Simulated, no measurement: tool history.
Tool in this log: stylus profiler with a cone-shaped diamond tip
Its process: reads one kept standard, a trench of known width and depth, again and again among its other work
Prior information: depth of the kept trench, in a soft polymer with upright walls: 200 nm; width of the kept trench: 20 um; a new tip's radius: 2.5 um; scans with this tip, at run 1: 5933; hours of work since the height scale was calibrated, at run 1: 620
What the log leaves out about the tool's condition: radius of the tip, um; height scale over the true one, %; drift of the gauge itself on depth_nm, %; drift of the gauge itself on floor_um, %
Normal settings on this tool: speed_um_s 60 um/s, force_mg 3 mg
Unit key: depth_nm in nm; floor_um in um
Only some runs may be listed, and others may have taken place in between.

| run | hour | speed_um_s | force_mg | scans with this tip | hours of work since the height scale was calibrated | depth_nm | floor_um |
|---|---|---|---|---|---|---|---|
| 1 | 0 | 60 | 3 | 5933 | 620 | 201.21 | 16.8 |
| 2 | 69.3 | 60 | 3 | 6272 | 655 | 201.2 | 16.78 |
| 3 | 119.7 | 60 | 3 | 6518 | 681 | 201.12 | 16.77 |
| 4 | 180.8 | 60 | 3 | 6817 | 712 | 201.08 | 16.75 |
| 5 | 216.6 | 60 | 3 | 6992 | 730 | 201.15 | 16.67 |
| 6 | 272.8 | 60 | 3 | 7267 | 759 | 201.1 | 16.61 |
| 7 | 334.8 | 60 | 3 | 7570 | 791 | 201.11 | 16.65 |
| 8 | 365.8 | 60 | 3 | 7722 | 807 | 201.04 | 16.62 |
| 9 | 422 | 60 | 3 | 7996 | 835 | 201.1 | 16.56 |
| 10 | 458.4 | 60 | 1.61 | 8174 | 854 | 200.52 | 16.47 |
| 11 | 499.4 | 161 | 3 | 8375 | 875 | 201.08 | 15.94 |
| 12 | 530.5 | 60 | 3.99 | 8527 | 891 | 201.39 | 16.64 |
|  | 585 | height scale calibrated on a step standard |
| 13 | 594.3 | 174 | 3.99 | 8837 | 5 | 201.72 | 15.97 |
| 14 | 634.6 | 16 | 3.95 | 9034 | 25 | 201.75 | 16.73 |
| 15 | 665.4 | 175 | 3 | 9184 | 41 | 201.37 | 15.81 |
| 16 | 730.2 | 175 | 3 | 9501 | 74 | 201.42 | 15.8 |
| 17 | 765.7 | 170 | 1.05 | 9675 | 92 | 200.62 | 15.12 |
| 18 | 836.3 | 191 | 5.86 | 10020 | 128 | 202.24 | 15.93 |
| 19 | 888.6 | 66 | 4.62 | 10276 | 155 | 201.83 | 16.42 |
|  | 945.7 | new tip fitted, height scale calibrated |
| 20 | 965.3 | 16 | 1.29 | 95 | 10 | 200.97 | 17.85 |
| 21 | 1019 | 103 | 1.25 | 358 | 37 | 200.86 | 17.05 |
| 22 | 1060.2 | 67 | 3 | 560 | 58 | 201.59 | 17.53 |
| 23 | 1091.6 | 132 | 5.49 | 713 | 75 | 202.31 | 17.31 |
| 24 | 1151.9 | 132 | 8.27 | 1008 | 105 | 202.93 | 17.44 |
| 25 | 1218 | 26 | 1.08 | 1331 | 139 | 200.76 | 17.52 |

What differs in the tool's unlogged condition from the final listed run ahead of each entry between runs to the first listed run following it?
In the gap between runs 12 and 13: height scale calibrated on a step standard (hour 585)
  radius of the tip, um: 6.12 -> 6.25; height scale over the true one, %: -0.22 -> -0.036
  what was measured, less what the result would be without the hidden state, depth_nm: -0.44 -> -0.07 nm; floor_um: -1.14 -> -1.18 um
In the gap between runs 19 and 20: new tip fitted, height scale calibrated (hour 945.7)
  radius of the tip, um: 6.87 -> 2.59; height scale over the true one, %: -0.074 -> 0.04
  what was measured, less what the result would be without the hidden state, depth_nm: -0.15 -> +0.08 nm; floor_um: -1.33 -> -0.03 um

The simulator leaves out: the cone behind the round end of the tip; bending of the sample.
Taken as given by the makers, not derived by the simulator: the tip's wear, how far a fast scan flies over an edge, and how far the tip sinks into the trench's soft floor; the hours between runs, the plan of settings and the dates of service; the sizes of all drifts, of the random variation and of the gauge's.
